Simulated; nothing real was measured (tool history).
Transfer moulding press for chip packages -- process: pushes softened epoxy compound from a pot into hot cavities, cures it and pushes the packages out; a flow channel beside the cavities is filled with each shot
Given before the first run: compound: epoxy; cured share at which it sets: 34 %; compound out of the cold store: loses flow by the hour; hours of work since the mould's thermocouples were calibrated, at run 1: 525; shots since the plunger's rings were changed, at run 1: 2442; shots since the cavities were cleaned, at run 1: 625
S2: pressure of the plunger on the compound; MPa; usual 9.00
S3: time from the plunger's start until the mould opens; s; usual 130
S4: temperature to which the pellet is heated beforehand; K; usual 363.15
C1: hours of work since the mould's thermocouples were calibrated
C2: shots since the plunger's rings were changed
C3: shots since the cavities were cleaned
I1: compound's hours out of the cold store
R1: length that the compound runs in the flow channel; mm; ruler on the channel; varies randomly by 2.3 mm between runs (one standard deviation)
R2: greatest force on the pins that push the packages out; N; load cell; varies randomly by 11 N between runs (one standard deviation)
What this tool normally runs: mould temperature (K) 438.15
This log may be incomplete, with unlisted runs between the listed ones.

Run 1, hour 0.0: usual settings; C1 525; C2 2442; C3 625; I1 29.7. Result: R1 673 mm, R2 662 N.
Run 2, hour 13.0: usual settings but S2 6.88 MPa; C1 535; C2 2580; C3 763; I1 35.5. Result: R1 567 mm, R2 707 N.
Run 3, hour 29.6: usual settings but S2 6.88 MPa; C1 547; C2 2757; C3 940; I1 18.6. Result: R1 619 mm, R2 783 N.
At hour 34.5: cavities cleaned with cleaning compound and waxed.
At hour 37.5: mould's thermocouples calibrated.
Run 4, hour 44.8: usual settings but S2 6.88 MPa, S3 167 s; C1 6; C2 2882; C3 88; I1 36.6. Result: R1 565 mm, R2 460 N.
Run 5, hour 54.5: usual settings but S2 6.88 MPa, S3 167 s; C1 13; C2 2985; C3 191; I1 34.4. Result: R1 569 mm, R2 473 N.
Run 6, hour 63.3: usual settings but S2 6.88 MPa, S3 167 s; C1 20; C2 3079; C3 285; I1 11.9. Result: R1 639 mm, R2 474 N.
Run 7, hour 72.0: usual settings but S2 10.91 MPa; C1 26; C2 3171; C3 377; I1 38.4. Result: R1 699 mm, R2 613 N.
Run 8, hour 79.0: usual settings but S2 10.91 MPa; C1 32; C2 3247; C3 453; I1 21.7. Result: R1 768 mm, R2 664 N.
Run 9, hour 95.1: usual settings; C1 44; C2 3418; C3 624; I1 37.0. Result: R1 641 mm, R2 667 N.
Run 10, hour 102.9: usual settings; C1 50; C2 3501; C3 707; I1 15.1. Result: R1 721 mm, R2 697 N.
Run 11, hour 109.9: usual settings; C1 55; C2 3576; C3 782; I1 44.4. Result: R1 619 mm, R2 697 N.
Run 12, hour 119.5: usual settings; C1 63; C2 3678; C3 884; I1 30.2. Result: R1 661 mm, R2 681 N.
At hour 130.3: cavities cleaned with cleaning compound and waxed.
Run 13, hour 132.2: usual settings but S2 7.66 MPa; C1 71; C2 3797; C3 20; I1 16.0. Result: R1 657 mm, R2 555 N.
Run 14, hour 142.5: usual settings but mould temperature (K) 441.15, S2 7.66 MPa; C1 79; C2 3906; C3 129; I1 19.6. Result: R1 637 mm, R2 522 N.
Run 15, hour 150.7: usual settings but mould temperature (K) 439.15, S2 7.94 MPa, S3 161 s, S4 370.15 K; C1 85; C2 3994; C3 217; I1 9.8. Result: R1 690 mm, R2 484 N.
Run 16, hour 167.8: usual settings but mould temperature (K) 439.15, S2 7.94 MPa, S3 161 s, S4 370.15 K; C1 98; C2 4176; C3 399; I1 40.9. Result: R1 585 mm, R2 520 N.
Run 17, hour 185.0: usual settings but S2 8.95 MPa, S4 365.15 K; C1 111; C2 4360; C3 583; I1 14.6. Result: R1 716 mm, R2 693 N.
Run 18, hour 195.9: usual settings but S2 8.95 MPa, S4 365.15 K; C1 120; C2 4476; C3 699; I1 19.9. Result: R1 692 mm, R2 698 N.
Run 19, hour 211.5: usual settings but mould temperature (K) 432.15, S2 9.68 MPa; C1 132; C2 4642; C3 865; I1 25.2. Result: R1 712 mm, R2 1092 N.
Run 20, hour 221.1: usual settings but S3 145 s; C1 139; C2 4744; C3 967; I1 46.9. Result: R1 601 mm, R2 625 N.
At hour 223.9: cavities cleaned with cleaning compound and waxed.
Run 21, hour 234.2: usual settings but mould temperature (K) 444.15, S3 132 s; C1 148; C2 4868; C3 110; I1 21.1. Result: R1 673 mm, R2 470 N.
Run 22, hour 241.5: usual settings but mould temperature (K) 444.15, S3 125 s; C1 153; C2 4946; C3 188; I1 45.6. Result: R1 592 mm, R2 499 N.
Run 23, hour 254.4: usual settings but mould temperature (K) 439.15; C1 163; C2 5083; C3 325; I1 11.5. Result: R1 716 mm, R2 603 N.
Run 24, hour 268.0: usual settings but mould temperature (K) 439.15, S2 10.06 MPa, S4 372.15 K; C1 174; C2 5227; C3 469; I1 15.2. Result: R1 744 mm, R2 632 N.
Run 25, hour 281.0: usual settings but mould temperature (K) 439.15, S2 10.06 MPa, S4 372.15 K; C1 184; C2 5366; C3 608; I1 13.7. Result: R1 752 mm, R2 645 N.
Run 26, hour 292.6: usual settings but mould temperature (K) 439.15, S2 10.06 MPa, S4 372.15 K; C1 192; C2 5490; C3 732; I1 10.8. Result: R1 762 mm, R2 700 N.
Run 27, hour 307.7: usual settings but mould temperature (K) 436.15, S2 10.06 MPa, S4 372.15 K; C1 204; C2 5651; C3 893; I1 28.1. Result: R1 697 mm, R2 813 N.
At hour 317.4: cavities cleaned with cleaning compound and waxed.
Run 28, hour 321.6: usual settings but S2 7.85 MPa, S4 358.15 K; C1 213; C2 5783; C3 45; I1 29.2. Result: R1 608 mm, R2 543 N.

Each row is a separate what-if for the run after 28, all from the same tool condition, not one after another. Results?
Run A, hour 336.5: usual settings but mould temperature (K) 431.15, S2 7.85 MPa, S4 358.15 K; C1 225; C2 5942; C3 204; I1 39.8. Result: R1 ?, R2 ?.
Run B, hour 336.5: usual settings but S2 9.14 MPa, S3 134 s, S4 370.15 K; C1 225; C2 5942; C3 204; I1 25.2. Result: R1 ?, R2 ?.
Run C, hour 336.5: usual settings but mould temperature (K) 446.15, S2 7.71 MPa, S3 124 s; C1 225; C2 5942; C3 204; I1 15.4. Result: R1 ?, R2 ?.

run   R1   R2
  A  596  923
  B  672  574
  C  636  483
Stripped of hidden state, with their random variation kept, the same runs would have yielded:
run   R1   R2
  A  623  784
  B  703  496
  C  665  423
